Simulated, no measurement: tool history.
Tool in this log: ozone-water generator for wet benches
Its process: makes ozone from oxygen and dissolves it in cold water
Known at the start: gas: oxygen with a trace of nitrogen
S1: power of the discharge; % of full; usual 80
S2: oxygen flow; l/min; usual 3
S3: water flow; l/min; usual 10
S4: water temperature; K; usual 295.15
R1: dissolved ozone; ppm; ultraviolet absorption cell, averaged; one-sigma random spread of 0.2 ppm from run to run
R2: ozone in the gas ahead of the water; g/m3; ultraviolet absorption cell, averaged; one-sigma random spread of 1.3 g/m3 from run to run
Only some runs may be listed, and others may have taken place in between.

{"run": 1, "hour": 0.0, "S1": 80, "S2": 3, "S3": 10, "S4": 295.15, "R1": 29, "R2": 247.6}
{"run": 2, "hour": 187.1, "S1": 80, "S2": 3, "S3": 10, "S4": 295.15, "R1": 28.9, "R2": 247.3}
{"run": 3, "hour": 288.9, "S1": 80, "S2": 3, "S3": 10, "S4": 288.15, "R1": 32.3, "R2": 245.1}
{"run": 4, "hour": 416.3, "S1": 80, "S2": 3, "S3": 10, "S4": 288.15, "R1": 32.6, "R2": 244.8}
{"run": 5, "hour": 625.6, "S1": 80, "S2": 3, "S3": 10, "S4": 300.15, "R1": 26.5, "R2": 247.1}
{"run": 6, "hour": 781.0, "S1": 93, "S2": 3, "S3": 10, "S4": 300.15, "R1": 29.5, "R2": 274.9}
{"run": 7, "hour": 896.4, "S1": 93, "S2": 3, "S3": 10, "S4": 300.15, "R1": 29.3, "R2": 273.1}
{"run": 8, "hour": 1038.6, "S1": 93, "S2": 3, "S3": 10, "S4": 300.15, "R1": 29.3, "R2": 270.1}
{"run": 9, "hour": 1140.5, "S1": 93, "S2": 3, "S3": 10, "S4": 300.15, "R1": 29.8, "R2": 272.4}
{"run": 10, "hour": 1312.0, "S1": 93, "S2": 3, "S3": 10, "S4": 300.15, "R1": 29.5, "R2": 272.1}
{"run": 11, "hour": 1522.6, "S1": 80, "S2": 3, "S3": 10, "S4": 295.15, "R1": 29, "R2": 245.6}
{"run": 12, "hour": 1697.9, "S1": 80, "S2": 2.15, "S3": 10, "S4": 295.15, "R1": 26.9, "R2": 272.9}
{"run": 13, "hour": 1912.1, "S1": 80, "S2": 2.15, "S3": 10, "S4": 295.15, "R1": 27.4, "R2": 268.1}
{"run": 14, "hour": 2118.9, "S1": 80, "S2": 2.15, "S3": 10, "S4": 295.15, "R1": 27.1, "R2": 268.2}
{"run": 15, "hour": 2225.3, "S1": 80, "S2": 3, "S3": 10, "S4": 295.15, "R1": 29.1, "R2": 244.8}
{"run": 16, "hour": 2435.9, "S1": 80, "S2": 3, "S3": 10, "S4": 295.15, "R1": 29.2, "R2": 242.7}
{"hour": 2588.5, "done": "water thermometer calibrated"}
{"run": 17, "hour": 2621.0, "S1": 76, "S2": 3, "S3": 10, "S4": 296.15, "R1": 27.6, "R2": 235}
{"run": 18, "hour": 2837.1, "S1": 76, "S2": 2.56, "S3": 10, "S4": 296.15, "R1": 27, "R2": 244.8}
{"run": 19, "hour": 2956.4, "S1": 76, "S2": 2.56, "S3": 10, "S4": 296.15, "R1": 26.7, "R2": 244.3}
{"run": 20, "hour": 3095.3, "S1": 76, "S2": 2.56, "S3": 10, "S4": 296.15, "R1": 26.2, "R2": 244.2}
{"run": 21, "hour": 3198.7, "S1": 80, "S2": 3.34, "S3": 7, "S4": 295.15, "R1": 37.2, "R2": 234.1}
{"run": 22, "hour": 3302.4, "S1": 93, "S2": 3.34, "S3": 9, "S4": 295.15, "R1": 35.3, "R2": 260.6}
{"run": 23, "hour": 3392.7, "S1": 90, "S2": 1.88, "S3": 8, "S4": 295.15, "R1": 34.1, "R2": 304.7}
{"run": 24, "hour": 3576.3, "S1": 99, "S2": 4.46, "S3": 12, "S4": 288.15, "R1": 35.2, "R2": 246.1}
{"run": 25, "hour": 3680.9, "S1": 99, "S2": 4.46, "S3": 12, "S4": 288.15, "R1": 35.2, "R2": 247}
{"run": 26, "hour": 3803.6, "S1": 86, "S2": 1.89, "S3": 6, "S4": 288.15, "R1": 45.6, "R2": 292}
{"run": 27, "hour": 4003.8, "S1": 51, "S2": 1.89, "S3": 6, "S4": 299.15, "R1": 26.5, "R2": 200.6}
{"hour": 4034.3, "done": "gauge calibrated"}
{"run": 28, "hour": 4172.6, "S1": 51, "S2": 1.89, "S3": 6, "S4": 299.15, "R1": 26, "R2": 205.4}
{"run": 29, "hour": 4344.2, "S1": 56, "S2": 3.93, "S3": 6, "S4": 295.15, "R1": 31.3, "R2": 176.2}
{"run": 30, "hour": 4536.4, "S1": 56, "S2": 1.99, "S3": 6, "S4": 295.15, "R1": 30.3, "R2": 215.5}
{"run": 31, "hour": 4706.0, "S1": 77, "S2": 3, "S3": 15, "S4": 299.15, "R1": 18.2, "R2": 237.7}
{"run": 32, "hour": 4810.7, "S1": 49, "S2": 4.24, "S3": 13, "S4": 302.15, "R1": 15.4, "R2": 153.6}

4 ways to go on from here, each from the tool as it stands after run 32. What would each give?
{"run": "A", "hour": 4976.9, "S1": 44, "S2": 2.57, "S3": 9, "S4": 302.15, "R1": "?", "R2": "?"}
{"run": "B", "hour": 4976.9, "S1": 77, "S2": 3, "S3": 10, "S4": 303.15, "R1": "?", "R2": "?"}
{"run": "C", "hour": 4976.9, "S1": 49, "S2": 3.5, "S3": 10, "S4": 302.15, "R1": "?", "R2": "?"}
{"run": "D", "hour": 4976.9, "S1": 80, "S2": 3, "S3": 14, "S4": 295.15, "R1": "?", "R2": "?"}

run=A R1=17.8 R2=169
run=B R1=24.7 R2=240.3
run=C R1=18.2 R2=164.7
run=D R1=21.6 R2=243.5
Take away the tool's hidden state, keep each run's random variation, and the runs would have read:
run=A R1=17.8 R2=170.2
run=B R1=24.7 R2=242
run=C R1=18.3 R2=165.8
run=D R1=21.6 R2=245.3
